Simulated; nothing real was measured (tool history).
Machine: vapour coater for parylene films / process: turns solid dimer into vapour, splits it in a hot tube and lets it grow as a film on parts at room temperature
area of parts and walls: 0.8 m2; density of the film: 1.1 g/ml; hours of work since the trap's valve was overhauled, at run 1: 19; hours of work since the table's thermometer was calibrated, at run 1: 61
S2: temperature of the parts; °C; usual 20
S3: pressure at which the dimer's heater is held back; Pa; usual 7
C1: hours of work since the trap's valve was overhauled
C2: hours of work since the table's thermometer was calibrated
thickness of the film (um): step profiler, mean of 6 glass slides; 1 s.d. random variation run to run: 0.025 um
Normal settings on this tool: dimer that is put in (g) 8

Run 1, day 0: usual settings; C1 19; C2 61. Result: thickness of the film (um) 5.49.
Run 2, day 0.529: usual settings but S2 21 °C; C1 30; C2 71. Result: thickness of the film (um) 5.38.
Run 3, day 1.196: usual settings but S2 21 °C; C1 43; C2 85. Result: thickness of the film (um) 5.36.
Run 4, day 1.838: usual settings but S2 30 °C; C1 56; C2 97. Result: thickness of the film (um) 4.53.
Run 5, day 2.104: usual settings but S2 30 °C; C1 61; C2 102. Result: thickness of the film (um) 4.54.
Run 6, day 2.533: usual settings; C1 69; C2 111. Result: thickness of the film (um) 5.41.
Run 7, day 3.025: usual settings; C1 79; C2 121. Result: thickness of the film (um) 5.44.
Run 8, day 3.504: usual settings; C1 88; C2 130. Result: thickness of the film (um) 5.43.
Run 9, day 3.783: usual settings but S2 24 °C; C1 94; C2 135. Result: thickness of the film (um) 5.02.
Run 10, day 4.142: usual settings but S2 24 °C; C1 101; C2 142. Result: thickness of the film (um) 5.02.
Run 11, day 4.692: usual settings but S2 24 °C; C1 112; C2 153. Result: thickness of the film (um) 5.01.
Run 12, day 5.046: usual settings but S2 24 °C; C1 119; C2 160. Result: thickness of the film (um) 4.98.
Run 13, day 5.525: usual settings; C1 128; C2 170. Result: thickness of the film (um) 5.33.
Run 14, day 5.958: usual settings; C1 137; C2 178. Result: thickness of the film (um) 5.3.
Run 15, day 6.233: usual settings but dimer that is put in (g) 11; C1 142; C2 184. Result: thickness of the film (um) 7.39.
Run 16, day 6.6: usual settings but dimer that is put in (g) 11; C1 149; C2 191. Result: thickness of the film (um) 7.27.
Run 17, day 7.142: usual settings but dimer that is put in (g) 11; C1 160; C2 201. Result: thickness of the film (um) 7.3.
Run 18, day 7.538: usual settings but dimer that is put in (g) 11; C1 168; C2 209. Result: thickness of the film (um) 7.28.
Run 19, day 8.142: usual settings but S2 23 °C, S3 3.5 Pa; C1 180; C2 221. Result: thickness of the film (um) 5.48.
At day 8.346: trap's valve overhauled.
Run 20, day 8.742: usual settings but dimer that is put in (g) 3, S2 15 °C, S3 3.58 Pa; C1 8; C2 230. Result: thickness of the film (um) 2.27.
Run 21, day 9.033: usual settings but dimer that is put in (g) 12, S2 13 °C, S3 5.04 Pa; C1 13; C2 235. Result: thickness of the film (um) 9.01.
At day 9.683: trap's valve overhauled, once more.
Run 22, day 9.821: usual settings but dimer that is put in (g) 4, S2 26 °C, S3 2.33 Pa; C1 3; C2 248. Result: thickness of the film (um) 2.84.
Run 23, day 10.396: usual settings but dimer that is put in (g) 3, S2 26 °C, S3 5.58 Pa; C1 14; C2 259. Result: thickness of the film (um) 1.91.
Run 24, day 11.025: usual settings but dimer that is put in (g) 10, S2 32 °C, S3 3.89 Pa; C1 26; C2 271. Result: thickness of the film (um) 5.95.
Run 25, day 11.467: usual settings but dimer that is put in (g) 7; C1 35; C2 280. Result: thickness of the film (um) 4.79.
Run 26, day 11.804: usual settings but dimer that is put in (g) 7; C1 42; C2 287. Result: thickness of the film (um) 4.76.
Run 27, day 12.275: usual settings but dimer that is put in (g) 7; C1 51; C2 296. Result: thickness of the film (um) 4.77.
Run 28, day 12.683: usual settings but dimer that is put in (g) 5, S2 21 °C, S3 11.43 Pa; C1 59; C2 304. Result: thickness of the film (um) 3.14.
Run 29, day 13.283: usual settings but dimer that is put in (g) 5, S2 21 °C, S3 11.43 Pa; C1 71; C2 316. Result: thickness of the film (um) 3.18.
Run 30, day 13.721: usual settings but dimer that is put in (g) 5, S2 21 °C, S3 11.43 Pa; C1 79; C2 324. Result: thickness of the film (um) 3.12.
Run 31, day 14.283: usual settings but dimer that is put in (g) 5, S2 21 °C, S3 11.43 Pa; C1 90; C2 335. Result: thickness of the film (um) 3.13.
Run 32, day 14.588: usual settings but dimer that is put in (g) 5, S2 29 °C, S3 3.84 Pa; C1 96; C2 341. Result: thickness of the film (um) 3.06.
Run 33, day 15.192: usual settings but dimer that is put in (g) 5, S2 29 °C, S3 3.84 Pa; C1 108; C2 353. Result: thickness of the film (um) 3.07.
Run 34, day 15.612: usual settings but dimer that is put in (g) 12, S2 21 °C, S3 5.07 Pa; C1 117; C2 361. Result: thickness of the film (um) 8.2.
Run 35, day 16.1: usual settings but dimer that is put in (g) 5, S2 26 °C; C1 126; C2 371. Result: thickness of the film (um) 2.98.
Run 36, day 16.75: usual settings but dimer that is put in (g) 12, S2 26 °C, S3 2.72 Pa; C1 139; C2 384. Result: thickness of the film (um) 8.07.

How would selected steps in thickness of the film (um) from run to run divide? Give the signed amount a tool lacking its hidden state would still show from settings, what came in and random variation, and the signed amount left for the hidden state, including any gauge scatter that is not in both of the compared results.
What the log doesn't record here: vapour lost through the trap's worn valve, %; true temperature of the parts over the reading, C; drift of the gauge itself on film_um, %.
Run 20 -> 21: dimer that is put in (g) 3 -> 12, S2 15 -> 13, S3 3.58 -> 5.04. thickness of the film (um) +6.74: hidden state -0.59, all else +7.33.
Run 21 -> 22: dimer that is put in (g) 12 -> 4, S2 13 -> 26, S3 5.04 -> 2.33, trap's valve overhauled, once more. thickness of the film (um) -6.17: hidden state +0.76, all else -6.93.
Run 34 -> 35: dimer that is put in (g) 12 -> 5, S2 21 -> 26, S3 5.07 -> 7. thickness of the film (um) -5.22: hidden state +0.16, all else -5.38.
Run 35 -> 36: dimer that is put in (g) 5 -> 12, S3 7 -> 2.72. thickness of the film (um) +5.09: hidden state -0.2, all else +5.29.

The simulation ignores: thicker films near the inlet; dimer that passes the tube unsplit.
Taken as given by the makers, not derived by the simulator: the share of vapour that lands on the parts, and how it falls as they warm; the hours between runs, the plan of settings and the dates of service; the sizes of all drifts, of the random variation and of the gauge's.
